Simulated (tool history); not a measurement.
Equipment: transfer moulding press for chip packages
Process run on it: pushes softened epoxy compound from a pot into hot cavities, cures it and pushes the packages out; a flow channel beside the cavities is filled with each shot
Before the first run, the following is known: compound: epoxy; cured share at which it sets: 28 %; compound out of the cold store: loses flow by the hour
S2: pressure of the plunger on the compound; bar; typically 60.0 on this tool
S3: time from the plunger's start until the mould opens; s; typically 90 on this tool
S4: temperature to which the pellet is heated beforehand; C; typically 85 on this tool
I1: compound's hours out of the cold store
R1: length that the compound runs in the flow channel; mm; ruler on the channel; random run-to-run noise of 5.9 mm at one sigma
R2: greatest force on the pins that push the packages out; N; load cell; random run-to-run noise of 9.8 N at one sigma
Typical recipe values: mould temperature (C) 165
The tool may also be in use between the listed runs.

run 1 hour=0.0 | mould_temperature_(C)=165 S2=60.0 S3=90 S4=85 | I1=14.4 | R1=895 R2=614
run 2 hour=10.0 | mould_temperature_(C)=165 S2=48.7 S3=90 S4=85 | I1=11.8 | R1=811 R2=637
run 3 hour=22.1 | mould_temperature_(C)=165 S2=60.0 S3=89 S4=85 | I1=23.7 | R1=870 R2=669
run 4 hour=39.8 | mould_temperature_(C)=165 S2=60.0 S3=89 S4=85 | I1=40.5 | R1=812 R2=641
-- hour=43.3 cavities cleaned with cleaning compound and waxed
run 5 hour=54.3 | mould_temperature_(C)=165 S2=60.0 S3=89 S4=85 | I1=42.0 | R1=823 R2=508
run 6 hour=68.8 | mould_temperature_(C)=165 S2=60.0 S3=89 S4=85 | I1=24.7 | R1=863 R2=572
run 7 hour=83.6 | mould_temperature_(C)=165 S2=61.1 S3=90 S4=85 | I1=25.5 | R1=861 R2=598
run 8 hour=105.0 | mould_temperature_(C)=165 S2=61.1 S3=90 S4=85 | I1=18.3 | R1=890 R2=640
run 9 hour=117.7 | mould_temperature_(C)=165 S2=61.1 S3=90 S4=93 | I1=20.9 | R1=862 R2=652
run 10 hour=131.2 | mould_temperature_(C)=165 S2=60.0 S3=90 S4=85 | I1=26.1 | R1=842 R2=670
-- hour=142.2 cavities cleaned with cleaning compound and waxed
run 11 hour=142.5 | mould_temperature_(C)=165 S2=45.4 S3=90 S4=85 | I1=13.6 | R1=769 R2=477
run 12 hour=161.9 | mould_temperature_(C)=165 S2=59.1 S3=77 S4=85 | I1=8.1 | R1=895 R2=737
run 13 hour=175.5 | mould_temperature_(C)=165 S2=59.1 S3=77 S4=85 | I1=40.6 | R1=794 R2=756
run 14 hour=191.1 | mould_temperature_(C)=159 S2=56.5 S3=124 S4=85 | I1=37.6 | R1=811 R2=540
-- hour=194.2 mould's thermocouples calibrated
run 15 hour=210.0 | mould_temperature_(C)=166 S2=55.4 S3=124 S4=85 | I1=15.6 | R1=840 R2=511
run 16 hour=224.6 | mould_temperature_(C)=168 S2=50.8 S3=83 S4=94 | I1=30.8 | R1=746 R2=640
run 17 hour=238.0 | mould_temperature_(C)=165 S2=45.9 S3=90 S4=84 | I1=16.4 | R1=763 R2=677
-- hour=243.5 cavities cleaned with cleaning compound and waxed
run 18 hour=260.1 | mould_temperature_(C)=161 S2=66.8 S3=74 S4=92 | I1=23.6 | R1=902 R2=1033
run 19 hour=278.5 | mould_temperature_(C)=161 S2=66.8 S3=74 S4=92 | I1=28.3 | R1=882 R2=1119
-- hour=290.5 mould's thermocouples calibrated, once more
run 20 hour=296.7 | mould_temperature_(C)=158 S2=53.8 S3=74 S4=92 | I1=15.7 | R1=846 R2=1316
run 21 hour=310.9 | mould_temperature_(C)=159 S2=67.0 S3=104 S4=87 | I1=25.8 | R1=898 R2=655
run 22 hour=326.5 | mould_temperature_(C)=159 S2=71.3 S3=104 S4=90 | I1=10.9 | R1=966 R2=713

Same runs, no hidden state in the tool, same run-to-run variation:
What the log doesn't record here: true mould temperature over the reading, C; pressure that reaches the compound, % of what is set; grip of the stained cavities, % over clean ones'; drift of the gauge itself on flow_mm, %; drift of the gauge itself on push_out_n, %.
run=1 R1=898 R2=451
run=2 R1=816 R2=456
run=3 R1=877 R2=463
run=4 R1=820 R2=430
run=5 R1=833 R2=443
run=6 R1=875 R2=460
run=7 R1=875 R2=454
run=8 R1=907 R2=455
run=9 R1=880 R2=454
run=10 R1=861 R2=452
run=11 R1=788 R2=443
run=12 R1=919 R2=592
run=13 R1=818 R2=575
run=14 R1=836 R2=405
run=15 R1=868 R2=376
run=16 R1=773 R2=436
run=17 R1=791 R2=440
run=18 R1=939 R2=825
run=19 R1=920 R2=821
run=20 R1=893 R2=1043
run=21 R1=950 R2=498
run=22 R1=1026 R2=522

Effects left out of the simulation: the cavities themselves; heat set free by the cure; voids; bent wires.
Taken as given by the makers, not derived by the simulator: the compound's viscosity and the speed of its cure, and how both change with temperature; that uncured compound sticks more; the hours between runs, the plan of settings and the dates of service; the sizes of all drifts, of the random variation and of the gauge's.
